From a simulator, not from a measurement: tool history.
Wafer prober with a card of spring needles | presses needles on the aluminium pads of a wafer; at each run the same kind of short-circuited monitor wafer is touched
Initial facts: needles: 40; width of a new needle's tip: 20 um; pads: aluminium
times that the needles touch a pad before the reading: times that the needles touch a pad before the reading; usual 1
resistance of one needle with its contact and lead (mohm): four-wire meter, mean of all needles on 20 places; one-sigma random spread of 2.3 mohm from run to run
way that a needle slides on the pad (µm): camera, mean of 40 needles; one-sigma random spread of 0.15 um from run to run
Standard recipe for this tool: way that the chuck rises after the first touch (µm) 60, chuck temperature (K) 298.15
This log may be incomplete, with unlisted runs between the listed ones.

run	day	way that the chuck rises after the first touch (µm)	chuck temperature (K)	times that the needles touch a pad before the reading	resistance of one needle with its contact and lead (mohm)	way that a needle slides on the pad (µm)
1	0.000	60	298.15	1	291	12.91
# day 0.175: tips cleaned on abrasive film
# day 0.404: tips cleaned on abrasive film
# day 0.633: tips cleaned on abrasive film
# day 0.862: tips cleaned on abrasive film
# day 1.096: tips cleaned on abrasive film
2	1.221	60	298.15	1	312	12.71
# day 1.338: tips cleaned on abrasive film
# day 1.567: tips cleaned on abrasive film
# day 1.796: tips cleaned on abrasive film
# day 2.025: tips cleaned on abrasive film
# day 2.312: tips cleaned on abrasive film
# day 2.542: tips cleaned on abrasive film
# day 2.829: tips cleaned on abrasive film
# day 3.117: tips cleaned on abrasive film
3	3.275	60	298.15	1	346	12.65
# day 3.392: tips cleaned on abrasive film
# day 3.625: tips cleaned on abrasive film
# day 3.854: tips cleaned on abrasive film
# day 4.083: tips cleaned on abrasive film
# day 4.312: tips cleaned on abrasive film
# day 4.458: tips cleaned on abrasive film, once more
4	4.458	60	298.15	1	274	12.32
# day 4.692: tips cleaned on abrasive film
# day 4.921: tips cleaned on abrasive film
# day 5.150: tips cleaned on abrasive film
# day 5.333: height of the first contact set anew
# day 5.392: tips cleaned on abrasive film
# day 5.625: tips cleaned on abrasive film
# day 5.908: tips cleaned on abrasive film
5	6.042	60	370.15	1	322	14.42
# day 6.158: tips cleaned on abrasive film
# day 6.388: tips cleaned on abrasive film
# day 6.621: tips cleaned on abrasive film
# day 6.904: tips cleaned on abrasive film
6	6.962	60	370.15	2	299	13.80
# day 7.192: tips cleaned on abrasive film
# day 7.421: tips cleaned on abrasive film
# day 7.650: tips cleaned on abrasive film
# day 7.938: tips cleaned on abrasive film
# day 8.225: tips cleaned on abrasive film
7	8.425	60	372.15	2	321	14.07
# day 8.488: tips cleaned on abrasive film
# day 8.717: tips cleaned on abrasive film
# day 8.946: tips cleaned on abrasive film
# day 9.179: tips cleaned on abrasive film
# day 9.462: tips cleaned on abrasive film
# day 9.696: tips cleaned on abrasive film
8	9.821	60	372.15	2	309	13.89
# day 9.938: tips cleaned on abrasive film
# day 10.225: tips cleaned on abrasive film
# day 10.454: tips cleaned on abrasive film
# day 10.704: tips cleaned on abrasive film
9	10.704	60	298.15	1	276	13.72
# day 10.992: tips cleaned on abrasive film
# day 11.221: tips cleaned on abrasive film
# day 11.450: tips cleaned on abrasive film
# day 11.683: tips cleaned on abrasive film
# day 11.912: tips cleaned on abrasive film
# day 12.142: tips cleaned on abrasive film
10	12.217	60	298.15	1	301	13.55
# day 12.392: tips cleaned on abrasive film
# day 12.621: tips cleaned on abrasive film
# day 12.908: tips cleaned on abrasive film
# day 13.138: tips cleaned on abrasive film
11	13.208	60	298.15	1	304	13.46
# day 13.383: tips cleaned on abrasive film
# day 13.612: tips cleaned on abrasive film
# day 13.842: tips cleaned on abrasive film
# day 14.075: tips cleaned on abrasive film
# day 14.304: tips cleaned on abrasive film
# day 14.533: tips cleaned on abrasive film
# day 14.821: tips cleaned on abrasive film
12	15.000	60	298.15	1	341	13.46
# day 15.062: tips cleaned on abrasive film
# day 15.350: tips cleaned on abrasive film
# day 15.633: tips cleaned on abrasive film
# day 15.921: tips cleaned on abrasive film
# day 16.208: tips cleaned on abrasive film
# day 16.496: tips cleaned on abrasive film
13	16.700	41	347.15	1	473	8.70
# day 16.762: tips cleaned on abrasive film
# day 16.992: tips cleaned on abrasive film
# day 17.221: tips cleaned on abrasive film
# day 17.450: tips cleaned on abrasive film
# day 17.683: tips cleaned on abrasive film
# day 17.912: tips cleaned on abrasive film
14	18.071	41	347.15	1	460	8.38
# day 18.192: tips cleaned on abrasive film
# day 18.421: tips cleaned on abrasive film
# day 18.708: tips cleaned on abrasive film
# day 18.992: tips cleaned on abrasive film
15	19.183	57	299.15	3	311	12.16
# day 19.246: tips cleaned on abrasive film
# day 19.529: tips cleaned on abrasive film
# day 19.817: tips cleaned on abrasive film
# day 20.104: tips cleaned on abrasive film
# day 20.333: tips cleaned on abrasive film
# day 20.562: tips cleaned on abrasive film
# day 20.796: tips cleaned on abrasive film
# day 21.025: tips cleaned on abrasive film
16	21.054	60	362.15	1	310	12.82
# day 21.288: tips cleaned on abrasive film
# day 21.571: tips cleaned on abrasive film
# day 21.804: tips cleaned on abrasive film
# day 22.033: tips cleaned on abrasive film
17	22.117	60	362.15	1	327	12.58
# day 22.288: tips cleaned on abrasive film
# day 22.517: tips cleaned on abrasive film
# day 22.804: tips cleaned on abrasive film
# day 22.875: height of the first contact set anew
# day 23.046: tips cleaned on abrasive film
# day 23.279: tips cleaned on abrasive film
18	23.471	60	298.15	3	290	14.28
# day 23.533: tips cleaned on abrasive film
# day 23.762: tips cleaned on abrasive film
# day 23.992: tips cleaned on abrasive film
# day 24.225: tips cleaned on abrasive film
# day 24.454: tips cleaned on abrasive film
# day 24.683: tips cleaned on abrasive film
# day 24.912: tips cleaned on abrasive film
# day 25.142: tips cleaned on abrasive film
19	25.233	60	298.15	1	313	14.35
# day 25.408: tips cleaned on abrasive film
# day 25.638: tips cleaned on abrasive film
# day 25.867: tips cleaned on abrasive film
# day 26.096: tips cleaned on abrasive film
20	26.142	51	298.15	1	307	12.04
# day 26.371: tips cleaned on abrasive film
# day 26.604: tips cleaned on abrasive film
# day 26.833: tips cleaned on abrasive film
# day 27.121: tips cleaned on abrasive film
# day 27.404: tips cleaned on abrasive film
# day 27.638: tips cleaned on abrasive film
# day 27.867: tips cleaned on abrasive film
21	27.992	53	353.15	2	340	12.19
# day 28.108: tips cleaned on abrasive film
# day 28.396: tips cleaned on abrasive film
# day 28.625: tips cleaned on abrasive film
# day 28.854: tips cleaned on abrasive film
# day 29.142: tips cleaned on abrasive film
# day 29.371: tips cleaned on abrasive film
# day 29.600: tips cleaned on abrasive film
22	29.771	54	298.15	3	303	12.35

How would selected steps in resistance of one needle with its contact and lead (mohm) from run to run divide? Give the signed amount a tool lacking its hidden state would still show from settings, what came in and random variation, and the signed amount left for the hidden state, including any gauge scatter that is not in both of the compared results.
Hidden state at play: debris on the tips, nm; way that the needles fall short of the set height, um; tips' diameter, um; drift of the gauge itself on contact_mohm, %; drift of the gauge itself on scrub_um, %.
Run 12 -> 13: way that the chuck rises after the first touch (µm) 60 -> 41, chuck temperature (K) 298.15 -> 347.15, tips cleaned on abrasive film, tips cleaned on abrasive film, tips cleaned on abrasive film, tips cleaned on abrasive film, tips cleaned on abrasive film, tips cleaned on abrasive film. resistance of one needle with its contact and lead (mohm) +132: hidden state +111, all else +21.
Run 14 -> 15: way that the chuck rises after the first touch (µm) 41 -> 57, chuck temperature (K) 347.15 -> 299.15, times that the needles touch a pad before the reading 1 -> 3, tips cleaned on abrasive film, tips cleaned on abrasive film, tips cleaned on abrasive film, tips cleaned on abrasive film. resistance of one needle with its contact and lead (mohm) -149: hidden state -133, all else -16.
